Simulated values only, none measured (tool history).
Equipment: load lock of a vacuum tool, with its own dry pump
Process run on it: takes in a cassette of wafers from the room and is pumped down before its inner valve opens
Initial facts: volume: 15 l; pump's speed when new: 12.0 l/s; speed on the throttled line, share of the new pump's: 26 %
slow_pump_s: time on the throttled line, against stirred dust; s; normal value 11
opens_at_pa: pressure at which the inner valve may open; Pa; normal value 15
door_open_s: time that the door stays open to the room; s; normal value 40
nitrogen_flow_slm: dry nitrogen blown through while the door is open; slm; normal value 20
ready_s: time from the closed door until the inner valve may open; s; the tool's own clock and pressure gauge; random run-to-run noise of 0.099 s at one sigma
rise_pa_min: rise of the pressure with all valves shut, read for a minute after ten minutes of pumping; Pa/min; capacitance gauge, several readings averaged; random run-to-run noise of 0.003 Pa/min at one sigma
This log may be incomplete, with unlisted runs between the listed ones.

run	hour	slow_pump_s	opens_at_pa	door_open_s	nitrogen_flow_slm	incoming humidity of the room's air, %	ready_s	rise_pa_min
1	0	11	15	40	20	44.6	20.84	0.406
2	399.3	11	15	40	20	45.3	21	0.428
3	752.6	15	15	40	20	44.5	23.63	0.436
4	1039.7	15	15	40	20	45.7	23.79	0.439
5	1533.6	15	15	40	20	43.8	23.78	0.483
6	1811.6	15	15	40	20	45.6	23.81	0.469
7	2069.7	15	15	40	20	45.1	23.87	0.485
8	2485.4	11	15	40	20	47	21.19	0.511
9	2909.7	11	15	40	20	47.3	21.26	0.525
10	3332.6	11	15	40	20	39.7	21.42	0.534
11	3661	11	15	40	20	43.7	21.33	0.561
12	4091.4	8	15	40	20	47.7	19.35	0.562
# hour 4246.3: door's seal changed, seat wiped
13	4576.4	7	15	40	20	47.9	18.54	0.036
14	5067.7	20	18	78	19	49.9	27.17	0.058
# hour 5184: dry pump taken out, an overhauled one fitted
15	5360.3	15	15	40	20	43.8	22.18	0.035
16	5755.8	19	11	145	9	42	25.56	0.12
17	6103.5	12	11	102	10	46.2	20.37	0.102
18	6318.3	12	11	36	10	42.7	20.32	0.061
19	6715.7	9	18	40	20	46.2	17.54	0.054
20	7016.4	8	16	31	20	44.2	16.88	0.048
21	7338.6	8	16	31	20	46.5	17.03	0.054
22	7618.5	8	11	31	8	46.4	17.38	0.078
23	7837.9	6	11	28	8	46.3	16.17	0.079
24	8198.4	11	15	74	17	46.5	19.25	0.09
25	8648.6	16	12	60	14	44.9	23.48	0.095
26	8995.3	16	12	60	14	44.5	23.28	0.098

Predict each of these 5 candidate next runs independently; none follows another, all start after run 26:
A	9405.6	11	17	45	20	42.6	?	?
B	9405.6	12	12	184	15	45.2	?	?
C	9405.6	16	12	57	10	45.9	?	?
D	9405.6	11	15	40	4	43.8	?	?
E	9405.6	11	16	40	20	46.9	?	?

run	ready_s	rise_pa_min
A	19.28	0.09
B	20.59	0.156
C	23.38	0.108
D	19.6	0.116
E	19.38	0.089
With the hidden condition removed and each run's random variation left untouched, the same runs would have given:
run	ready_s	rise_pa_min
A	19.05	0.032
B	20.38	0.096
C	23.19	0.049
D	19.39	0.055
E	19.17	0.03
